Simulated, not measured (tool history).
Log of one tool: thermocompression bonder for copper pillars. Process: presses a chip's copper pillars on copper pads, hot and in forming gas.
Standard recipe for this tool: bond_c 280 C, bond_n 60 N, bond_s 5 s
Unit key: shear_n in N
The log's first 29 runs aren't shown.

run	hour	bond_c	bond_n	bond_s	hours of work since the heater was calibrated	hours of work since the force cell was calibrated	hours of work since the gas filter was changed	shear_n
30	778.7	265	81	5	1741	113	120	59.4
31	818.1	265	76	4	1766	138	145	52.5
32	853.2	280	60	4	1789	161	168	51.1
# hour 870.4: heater calibrated with a thermocouple chip
33	895.6	280	54	13	16	187	194	66.8
34	924.5	310	60	5	35	205	213	64
35	958.4	310	60	5	57	227	234	63.9
36	986.9	306	66	5	75	245	253	64.9
37	1011.5	306	66	5	91	261	269	65.5
38	1031.8	306	63	5	104	274	282	63.1
39	1051.8	306	63	5	117	287	294	64.1
# hour 1068.6: forming gas filter changed
40	1077.5	274	63	5	133	303	6	53.5

3 ways to go on from here, each from the tool as it stands after run 40. What would each give?
A	1113.5	274	63	9	156	326	29	?
B	1113.5	304	60	3	156	326	29	?
C	1113.5	280	59	5	156	326	29	?

run	shear_n
A	65.1
B	55
C	53
With the hidden condition removed and each run's random variation left untouched, the same runs would have given:
run	shear_n
A	65.6
B	55.4
C	53.4
